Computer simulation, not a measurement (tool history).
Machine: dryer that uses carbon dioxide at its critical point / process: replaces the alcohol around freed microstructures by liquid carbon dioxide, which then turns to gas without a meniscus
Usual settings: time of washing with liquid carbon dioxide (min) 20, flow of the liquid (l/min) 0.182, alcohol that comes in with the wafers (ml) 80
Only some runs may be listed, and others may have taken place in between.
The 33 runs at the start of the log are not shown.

run	day	time of washing with liquid carbon dioxide (min)	flow of the liquid (l/min)	alcohol that comes in with the wafers (ml)	hours of work since the filter was changed	hours of work since the purifier's bed was changed	alcohol left in the vessel before it's heated (ppm by volume)
34	64.821	20	0.160	21	432	867	415
# day 65.204: inlet filter changed
35	65.971	13	0.138	24	9	880	1914
# day 68.388: purifier's bed changed
36	68.479	18	0.241	28	37	1	17
37	70.279	18	0.241	28	59	22	24
38	72.900	13	0.241	28	90	54	200
39	75.042	22	0.241	28	115	79	28
40	76.454	20	0.182	58	132	96	185
41	77.946	12	0.182	61	150	113	2425
42	79.558	12	0.182	61	169	132	2497
43	81.533	20	0.245	23	192	156	52
44	82.725	20	0.245	23	206	170	56
45	83.912	12	0.182	44	220	184	1834
46	85.058	16	0.270	32	234	198	85

What if the next run were any one of these 3? Each begins from the tool's condition after run 46:
A	87.254	16	0.270	35	260	224	?
B	87.254	20	0.242	23	260	224	?
C	87.254	16	0.182	89	260	224	?

run	alcohol left in the vessel before it's heated (ppm by volume)
A	93
B	75
C	1107
With the hidden condition removed and each run's random variation left untouched, the same runs would have given:
run	alcohol left in the vessel before it's heated (ppm by volume)
A	19
B	11
C	756

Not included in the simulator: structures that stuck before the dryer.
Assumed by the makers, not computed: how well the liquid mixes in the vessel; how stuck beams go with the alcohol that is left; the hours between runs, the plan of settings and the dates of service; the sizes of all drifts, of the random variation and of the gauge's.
